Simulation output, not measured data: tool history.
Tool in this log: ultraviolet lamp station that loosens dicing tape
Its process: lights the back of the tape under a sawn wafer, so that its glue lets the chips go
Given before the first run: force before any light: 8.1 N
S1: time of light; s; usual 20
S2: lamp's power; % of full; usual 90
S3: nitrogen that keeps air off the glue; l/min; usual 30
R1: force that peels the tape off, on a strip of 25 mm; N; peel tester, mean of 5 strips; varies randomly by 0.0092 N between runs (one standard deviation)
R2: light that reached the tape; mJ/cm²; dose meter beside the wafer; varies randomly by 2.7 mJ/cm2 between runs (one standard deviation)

{"run": 1, "day": 0.0, "S1": 20, "S2": 90, "S3": 30, "R1": 0.601, "R2": 277}
{"run": 2, "day": 0.996, "S1": 20, "S2": 90, "S3": 30, "R1": 0.64, "R2": 279}
{"run": 3, "day": 2.879, "S1": 20, "S2": 90, "S3": 30, "R1": 0.605, "R2": 279}
{"run": 4, "day": 3.858, "S1": 20, "S2": 90, "S3": 30, "R1": 0.618, "R2": 276}
{"run": 5, "day": 4.821, "S1": 20, "S2": 90, "S3": 30, "R1": 0.619, "R2": 275}
{"run": 6, "day": 5.879, "S1": 20, "S2": 90, "S3": 30, "R1": 0.623, "R2": 274}
{"run": 7, "day": 7.558, "S1": 20, "S2": 83, "S3": 30, "R1": 0.788, "R2": 248}
{"run": 8, "day": 9.308, "S1": 20, "S2": 83, "S3": 30, "R1": 0.804, "R2": 247}
{"run": 9, "day": 10.604, "S1": 20, "S2": 90, "S3": 30, "R1": 0.694, "R2": 260}
{"run": 10, "day": 12.05, "S1": 20, "S2": 90, "S3": 30, "R1": 0.662, "R2": 264}
{"run": 11, "day": 12.9, "S1": 20, "S2": 90, "S3": 30, "R1": 0.701, "R2": 263}
{"run": 12, "day": 13.992, "S1": 40, "S2": 90, "S3": 30, "R1": 0.202, "R2": 512}
{"run": 13, "day": 15.283, "S1": 20, "S2": 75, "S3": 30, "R1": 1.025, "R2": 215}
{"run": 14, "day": 16.692, "S1": 20, "S2": 83, "S3": 30, "R1": 0.848, "R2": 234}
{"run": 15, "day": 18.6, "S1": 20, "S2": 90, "S3": 49, "R1": 0.549, "R2": 252}
{"run": 16, "day": 19.496, "S1": 20, "S2": 90, "S3": 49, "R1": 0.574, "R2": 249}
{"day": 19.654, "done": "window cleaned of glue's vapour"}
{"run": 17, "day": 20.404, "S1": 20, "S2": 90, "S3": 54, "R1": 0.57, "R2": 244}
{"run": 18, "day": 21.442, "S1": 20, "S2": 90, "S3": 54, "R1": 0.577, "R2": 238}
{"run": 19, "day": 22.817, "S1": 20, "S2": 90, "S3": 54, "R1": 0.586, "R2": 238}
{"run": 20, "day": 24.65, "S1": 20, "S2": 90, "S3": 35, "R1": 0.766, "R2": 231}
{"run": 21, "day": 25.796, "S1": 20, "S2": 90, "S3": 35, "R1": 0.794, "R2": 239}
{"day": 25.975, "done": "window cleaned of glue's vapour, once more"}
{"run": 22, "day": 27.067, "S1": 22, "S2": 68, "S3": 29, "R1": 0.996, "R2": 223}
{"run": 23, "day": 27.888, "S1": 22, "S2": 68, "S3": 29, "R1": 1.032, "R2": 218}
{"run": 24, "day": 29.146, "S1": 22, "S2": 68, "S3": 29, "R1": 0.984, "R2": 218}
{"run": 25, "day": 29.954, "S1": 17, "S2": 97, "S3": 23, "R1": 0.963, "R2": 243}
{"run": 26, "day": 31.183, "S1": 10, "S2": 81, "S3": 30, "R1": 2.524, "R2": 118}
{"run": 27, "day": 32.367, "S1": 17, "S2": 81, "S3": 12, "R1": 2.055, "R2": 196}
{"run": 28, "day": 33.554, "S1": 17, "S2": 81, "S3": 12, "R1": 1.984, "R2": 200}
{"run": 29, "day": 34.692, "S1": 10, "S2": 84, "S3": 49, "R1": 2.07, "R2": 117}
{"run": 30, "day": 35.604, "S1": 10, "S2": 84, "S3": 49, "R1": 2.157, "R2": 120}
{"run": 31, "day": 37.167, "S1": 20, "S2": 72, "S3": 9, "R1": 2.308, "R2": 199}
{"day": 38.258, "done": "lamp changed"}
{"run": 32, "day": 38.258, "S1": 20, "S2": 72, "S3": 9, "R1": 1.543, "R2": 264}
{"run": 33, "day": 39.862, "S1": 34, "S2": 78, "S3": 15, "R1": 0.338, "R2": 480}
{"run": 34, "day": 41.504, "S1": 29, "S2": 86, "S3": 16, "R1": 0.369, "R2": 445}
{"run": 35, "day": 42.388, "S1": 29, "S2": 70, "S3": 11, "R1": 0.755, "R2": 359}
{"run": 36, "day": 43.154, "S1": 30, "S2": 70, "S3": 22, "R1": 0.411, "R2": 371}
{"run": 37, "day": 44.025, "S1": 20, "S2": 90, "S3": 40, "R1": 0.371, "R2": 315}
{"run": 38, "day": 45.517, "S1": 20, "S2": 89, "S3": 30, "R1": 0.491, "R2": 310}

Selected run-to-run steps in R1, each split into two signed amounts: the part the tool would show with no hidden state at all (from settings, incoming material and random variation), and the remainder, which goes to the hidden state together with any gauge scatter not common to the measured and the hidden-state-free results:
What the log doesn't record here: lamp's light, % of a new lamp's; light that the window lets through, % of a clean one's; drift of the gauge itself on peel_n, %; drift of the gauge itself on dose_mj_cm2, %.
Run 12 -> 13: S1 40 -> 20, S2 90 -> 75. R1 +0.823 N: hidden state +0.431, all else +0.392.
Run 25 -> 26: S1 17 -> 10, S2 97 -> 81, S3 23 -> 30. R1 +1.561 N: hidden state +0.365, all else +1.196.
Run 31 -> 32: lamp changed. R1 -0.765 N: hidden state -0.712, all else -0.053.
Run 32 -> 33: S1 20 -> 34, S2 72 -> 78, S3 9 -> 15. R1 -1.205 N: hidden state -0.1, all else -1.105.

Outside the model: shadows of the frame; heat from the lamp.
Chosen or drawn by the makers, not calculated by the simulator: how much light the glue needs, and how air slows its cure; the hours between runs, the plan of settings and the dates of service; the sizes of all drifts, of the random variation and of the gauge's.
